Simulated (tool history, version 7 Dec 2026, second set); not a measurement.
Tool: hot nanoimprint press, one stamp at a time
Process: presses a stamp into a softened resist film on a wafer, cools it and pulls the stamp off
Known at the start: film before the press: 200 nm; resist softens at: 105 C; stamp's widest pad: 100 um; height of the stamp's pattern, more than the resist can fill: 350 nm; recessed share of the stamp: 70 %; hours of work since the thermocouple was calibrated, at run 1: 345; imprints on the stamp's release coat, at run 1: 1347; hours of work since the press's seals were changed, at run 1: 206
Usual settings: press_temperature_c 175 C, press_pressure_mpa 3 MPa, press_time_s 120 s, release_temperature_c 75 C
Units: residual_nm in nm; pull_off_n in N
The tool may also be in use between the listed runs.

run   hour  press_temperature_c  press_pressure_mpa  press_time_s  release_temperature_c  hours of work since the thermocouple was calibrated  imprints on the stamp's release coat  hours of work since the press's seals were changed  residual_nm  pull_off_n
  1      0                  175                   3           120                     75                                                  345                                  1347                                                 206          104         228
  2    4.8                  175                   3           120                     64                                                  348                                  1359                                                 209        103.8         252
  3   11.4                  175                   3           120                     64                                                  351                                  1374                                                 213        104.2         249
  4   18.9                  175                   3           120                     64                                                  356                                  1392                                                 217        103.9         255
  5   27.1                  175                4.01           120                     75                                                  360                                  1412                                                 222         89.2         222
  6   35.5                  175                4.01           120                     75                                                  365                                  1432                                                 227         89.2         223
      44.8  -- plate thermocouple calibrated
  7   46.7                  175                4.01           120                     75                                                    1                                  1452                                                 231         87.3         220
  8   55.3                  175                   3            73                     75                                                    6                                  1473                                                 236          118         221
  9   61.3                  175                   3            73                     75                                                   10                                  1487                                                 240        118.1         224
 10   70.4                  175                   3            73                     75                                                   15                                  1509                                                 245        118.2         220
 11   79.2                  175                   3            73                     75                                                   20                                  1530                                                 250        118.1         231
 12     84                  175                   3            73                     75                                                   23                                  1541                                                 253          118         224
      93.1  -- stamp cleaned and given a new release coat
 13     98                  175                   3            73                     75                                                   27                                    12                                                 258        118.3         164
 14  104.7                  175                   3           120                     75                                                   31                                    28                                                 261          102         161
 15  112.4                  175                   3           120                     75                                                   35                                    46                                                 266        102.2         164
 16  120.3                  187                3.56            82                     75                                                   40                                    65                                                 270         79.5         162
 17  128.3                  164                   3           164                     71                                                   45                                    84                                                 275        122.7         173
 18  136.9                  164                   3           164                     71                                                   50                                   105                                                 280        123.2         176
 19    141                  177                2.43           162                     75                                                   52                                   115                                                 282         98.7         161
 20  147.1                  183                   3           120                     69                                                   55                                   129                                                 286         84.5         173
 21  152.2                  175                 2.8           120                     65                                                   58                                   142                                                 289        105.6         188
 22  157.1                  175                 2.8           120                     65                                                   61                                   153                                                 292        105.2         193
 23  165.2                  175                4.52           120                     74                                                   66                                   173                                                 296         82.4         171
 24  170.9                  175                3.86           120                     67                                                   69                                   186                                                 300         89.2         188
 25  177.3                  166                4.18            79                     73                                                   73                                   202                                                 303        123.1         175
 26  182.1                  172                2.14           106                     75                                                   76                                   213                                                 306        132.6         169
 27  191.4                  172                2.14           106                     75                                                   81                                   236                                                 311        132.8         171
 28  201.4                  173                3.03           188                     77                                                   87                                   260                                                 317         92.5         167
 29  209.3                  173                3.03           188                     77                                                   91                                   279                                                 322           93         168

5 ways to go on from here, each from the tool as it stands after run 29. What would each give?
  A  215.8                  173                3.03           188                     69                                                   95                                   294                                                 325            ?           ?
  B  215.8                  173                3.03            75                     61                                                   95                                   294                                                 325            ?           ?
  C  215.8                  173                3.03           188                     68                                                   95                                   294                                                 325            ?           ?
  D  215.8                  169                4.28           188                     77                                                   95                                   294                                                 325            ?           ?
  E  215.8                  173                3.03           142                     77                                                   95                                   294                                                 325            ?           ?

run  residual_nm  pull_off_n
  A         93.1         188
  B        122.9         202
  C           93         181
  D           86         166
  E          102         170
Without the tool's hidden state the same runs would have given:
run  residual_nm  pull_off_n
  A         91.3         174
  B        120.9         187
  C         91.2         168
  D         84.1         154
  E        100.1         157
